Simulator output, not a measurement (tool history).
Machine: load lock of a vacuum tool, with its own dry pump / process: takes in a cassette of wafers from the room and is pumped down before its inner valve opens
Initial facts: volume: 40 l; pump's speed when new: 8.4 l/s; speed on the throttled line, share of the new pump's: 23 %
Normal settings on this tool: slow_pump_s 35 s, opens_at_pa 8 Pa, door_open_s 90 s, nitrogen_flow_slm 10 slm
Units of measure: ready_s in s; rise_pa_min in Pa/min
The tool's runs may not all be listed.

| run | hour | slow_pump_s | opens_at_pa | door_open_s | nitrogen_flow_slm | incoming humidity of the room's air, % | ready_s | rise_pa_min |
|---|---|---|---|---|---|---|---|---|
| 1 | 0.0 | 35 | 8 | 90 | 10 | 46.1 | 73.2 | 0.071 |
| 2 | 350.4 | 28 | 8 | 90 | 10 | 47.4 | 67.0 | 0.071 |
| 3 | 643.0 | 56 | 8 | 90 | 10 | 44.1 | 88.0 | 0.072 |
| 4 | 1090.0 | 56 | 8 | 90 | 10 | 47.1 | 88.9 | 0.084 |
| 5 | 1398.4 | 56 | 8 | 90 | 10 | 48.3 | 88.9 | 0.081 |
| 6 | 1742.0 | 56 | 8 | 90 | 10 | 44.0 | 88.6 | 0.064 |
| 7 | 2192.0 | 56 | 8 | 90 | 10 | 42.4 | 88.6 | 0.064 |
| 8 | 2486.0 | 56 | 8 | 90 | 10 | 44.1 | 87.9 | 0.071 |
| 9 | 2676.4 | 35 | 8 | 90 | 10 | 45.8 | 71.7 | 0.068 |
| 10 | 3104.8 | 35 | 8 | 90 | 42 | 45.3 | 72.7 | 0.044 |
| 11 | 3317.8 | 35 | 12 | 90 | 10 | 41.8 | 70.3 | 0.064 |
| 12 | 3533.8 | 35 | 8 | 90 | 10 | 46.0 | 72.9 | 0.073 |
| 13 | 3723.4 | 35 | 8 | 90 | 7 | 45.3 | 73.3 | 0.072 |
| 14 | 4037.3 | 35 | 8 | 90 | 7 | 43.8 | 72.7 | 0.069 |
| 15 | 4412.1 | 35 | 8 | 90 | 7 | 46.7 | 73.2 | 0.079 |
| 16 | 4669.1 | 35 | 8 | 90 | 7 | 45.6 | 71.8 | 0.078 |
| 17 | 4860.8 | 35 | 8 | 90 | 7 | 46.4 | 73.0 | 0.075 |
| 18 | 5170.8 | 35 | 8 | 90 | 7 | 46.2 | 72.6 | 0.079 |
| 19 | 5570.5 | 35 | 8 | 90 | 7 | 42.9 | 72.4 | 0.073 |
| 20 | 5838.6 | 24 | 12 | 90 | 17 | 45.0 | 62.5 | 0.064 |
| 21 | 6223.3 | 24 | 8 | 90 | 26 | 43.7 | 64.0 | 0.049 |

What will run 22 give?
| 22 | 6601.1 | 55 | 8 | 220 | 10 | 45.2 | ? | ? |

ready_s: 87.9 s
rise_pa_min: 0.136 Pa/min
On a tool with no hidden condition, and with the same random variation, this run would have come out at ready_s 87.9 s, rise_pa_min 0.136 Pa/min.

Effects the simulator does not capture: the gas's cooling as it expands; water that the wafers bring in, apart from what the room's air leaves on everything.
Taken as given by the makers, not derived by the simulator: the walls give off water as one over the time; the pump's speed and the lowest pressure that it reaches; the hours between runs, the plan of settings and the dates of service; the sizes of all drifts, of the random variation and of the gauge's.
